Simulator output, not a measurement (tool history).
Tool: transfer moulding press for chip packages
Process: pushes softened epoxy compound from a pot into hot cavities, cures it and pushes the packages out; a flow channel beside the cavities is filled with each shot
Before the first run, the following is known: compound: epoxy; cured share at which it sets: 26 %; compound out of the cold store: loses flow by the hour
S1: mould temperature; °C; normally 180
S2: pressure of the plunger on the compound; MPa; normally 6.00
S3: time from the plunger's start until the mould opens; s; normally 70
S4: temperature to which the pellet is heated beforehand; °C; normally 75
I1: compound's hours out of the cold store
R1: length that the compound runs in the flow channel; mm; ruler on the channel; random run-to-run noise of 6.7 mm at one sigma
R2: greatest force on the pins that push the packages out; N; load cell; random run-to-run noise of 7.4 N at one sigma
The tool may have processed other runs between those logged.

run	hour	S1	S2	S3	S4	I1	R1	R2
1	0.0	180	6.00	70	75	15.6	754	305
# hour 48.8: cavities cleaned with cleaning compound and waxed
2	50.4	180	6.00	70	75	30.0	701	326
3	88.5	177	6.00	70	75	32.0	696	787
# hour 98.4: cavities cleaned with cleaning compound and waxed
4	139.3	176	6.00	70	75	22.2	725	876
# hour 148.0: cavities cleaned with cleaning compound and waxed
5	189.4	176	6.00	70	75	32.3	685	825
# hour 198.8: cavities cleaned with cleaning compound and waxed
6	223.8	176	6.00	70	75	39.2	679	726
# hour 248.7: cavities cleaned with cleaning compound and waxed
7	271.3	176	6.00	70	75	30.6	693	719
# hour 298.7: cavities cleaned with cleaning compound and waxed
8	304.8	180	6.00	70	75	15.5	723	396
# hour 346.8: cavities cleaned with cleaning compound and waxed
9	351.7	180	6.76	70	75	40.6	675	334
10	384.6	180	6.00	108	75	30.4	648	386
# hour 395.5: cavities cleaned with cleaning compound and waxed
11	411.2	180	6.00	108	75	8.3	720	290
12	437.6	180	6.00	70	75	12.7	710	626
# hour 442.7: plunger's sealing rings changed
# hour 446.5: cavities cleaned with cleaning compound and waxed
13	481.4	180	6.00	70	75	33.3	699	547
# hour 496.4: cavities cleaned with cleaning compound and waxed
14	526.0	180	6.00	70	75	41.8	664	530
# hour 533.2: mould's thermocouples calibrated
# hour 546.9: cavities cleaned with cleaning compound and waxed
15	574.5	180	6.00	70	75	45.7	654	508
# hour 594.6: cavities cleaned with cleaning compound and waxed
16	624.1	180	6.00	99	65	18.9	733	365
# hour 645.2: cavities cleaned with cleaning compound and waxed
17	648.9	180	6.00	99	65	32.3	690	202
18	682.1	180	5.71	66	77	21.8	686	663
# hour 694.5: cavities cleaned with cleaning compound and waxed
19	707.2	180	5.71	66	77	12.5	716	487
# hour 746.7: cavities cleaned with cleaning compound and waxed
20	757.0	180	6.99	70	73	47.4	664	373
21	787.4	182	7.42	101	78	24.8	751	377
# hour 798.3: cavities cleaned with cleaning compound and waxed
# hour 842.5: mould's thermocouples calibrated, once more
22	844.9	182	5.05	97	78	47.6	561	393
# hour 849.9: cavities cleaned with cleaning compound and waxed
# hour 897.7: cavities cleaned with cleaning compound and waxed
23	897.7	182	5.05	97	78	39.1	567	176
# hour 906.8: plunger's sealing rings changed
24	938.0	182	5.05	97	78	24.5	655	400
# hour 951.2: cavities cleaned with cleaning compound and waxed
25	989.5	182	5.05	97	78	8.5	709	381
# hour 1002.7: cavities cleaned with cleaning compound and waxed
26	1023.4	182	5.05	97	78	24.2	653	325
# hour 1052.5: cavities cleaned with cleaning compound and waxed
27	1052.5	178	5.05	103	77	16.6	672	189

Forecast each of these 3 alternatives for the next run:
A	1090.3	173	5.60	70	75	16.0	?	?
B	1090.3	184	5.77	82	75	36.7	?	?
C	1090.3	180	6.98	60	74	17.6	?	?

run	R1	R2
A	734	1096
B	646	404
C	782	943
What these runs would have given with no unlogged condition in the tool:
run	R1	R2
A	759	531
B	667	191
C	808	454
